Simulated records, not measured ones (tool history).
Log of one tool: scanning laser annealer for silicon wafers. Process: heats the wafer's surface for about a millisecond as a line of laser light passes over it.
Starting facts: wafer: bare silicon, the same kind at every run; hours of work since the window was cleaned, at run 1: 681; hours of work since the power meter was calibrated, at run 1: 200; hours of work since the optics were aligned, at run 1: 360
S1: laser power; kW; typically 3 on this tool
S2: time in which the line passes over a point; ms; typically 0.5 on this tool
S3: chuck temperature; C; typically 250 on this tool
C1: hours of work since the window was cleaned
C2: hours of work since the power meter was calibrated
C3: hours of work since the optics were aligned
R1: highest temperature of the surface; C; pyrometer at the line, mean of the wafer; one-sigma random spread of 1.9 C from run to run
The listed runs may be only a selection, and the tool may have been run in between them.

run	hour	S1	S2	S3	C1	C2	C3	R1
1	0	3	0.5	250	681	200	360	1083
2	20.8	3	0.5	212	696	215	375	1043
3	38.1	3	0.5	212	709	228	388	1046
4	59.8	3	0.5	212	724	243	404	1046
5	90.7	3	0.5	212	747	266	426	1047
6	120.3	3	0.5	212	768	287	447	1045
7	151	3	0.5	212	790	309	470	1045
# hour 180: window over the wafer cleaned
8	185.6	3	0.45	250	4	333	493	1048
9	217.5	3	0.5	274	27	356	516	1110
10	238.3	3	0.5	273	42	371	531	1106
11	261.6	3	0.5	250	59	388	548	1082
12	284.8	3	0.5	250	76	405	565	1085
13	298.7	3	0.5	250	86	415	575	1082
14	314.5	3	0.5	250	97	426	586	1082
15	332.5	3	0.5	250	110	439	599	1087
16	352.4	3	0.5	250	125	453	614	1084
17	382.4	3	0.5	250	146	475	636	1086
18	397.6	3	0.5	250	157	486	646	1080
19	421.9	3	0.501	250	175	504	664	1086
20	446.6	3	0.5	250	193	522	682	1083
21	478.4	3	0.5	250	216	545	705	1086
22	510.6	3	0.5	250	239	568	728	1082
23	536.3	3	0.36	250	258	587	747	966
24	562.2	3	0.36	250	276	605	766	968
25	576.2	3	0.36	250	287	615	776	965
26	594.2	2.646	0.416	250	300	628	789	899
27	616.8	2.646	0.416	250	316	645	805	896
28	643.6	2.915	0.381	238	335	664	824	946
29	663.3	2.915	0.381	267	349	678	839	976
30	687.2	2.915	0.381	267	367	696	856	975
31	707.9	2.915	0.381	267	382	711	871	976
32	722.2	3.029	0.381	228	392	721	881	974
33	741.2	3.029	0.381	228	406	735	895	972
34	755.6	3	0.5	256	416	745	905	1087
35	778.2	3	0.5	256	433	761	922	1092
36	802.3	2.746	0.546	221	450	779	939	990
37	835.1	2.746	0.546	221	474	803	963	996
38	865.3	3	0.399	250	496	824	985	1003
39	894.3	2.574	0.5	230	517	845	1006	912
40	923.2	2.574	0.5	230	537	866	1027	909
41	944.4	2.574	0.367	270	553	882	1042	857

Forecast each of these 4 alternatives for the next run:
A	962.5	3	0.5	213	566	895	1055	?
B	962.5	2.574	0.43	270	566	895	1055	?
C	962.5	2.574	0.515	270	566	895	1055	?
D	962.5	2.871	0.483	250	566	895	1055	?

run	R1
A	1047
B	905
C	959
D	1022
What these runs would have given with no unlogged condition in the tool:
run	R1
A	1048
B	905
C	959
D	1022

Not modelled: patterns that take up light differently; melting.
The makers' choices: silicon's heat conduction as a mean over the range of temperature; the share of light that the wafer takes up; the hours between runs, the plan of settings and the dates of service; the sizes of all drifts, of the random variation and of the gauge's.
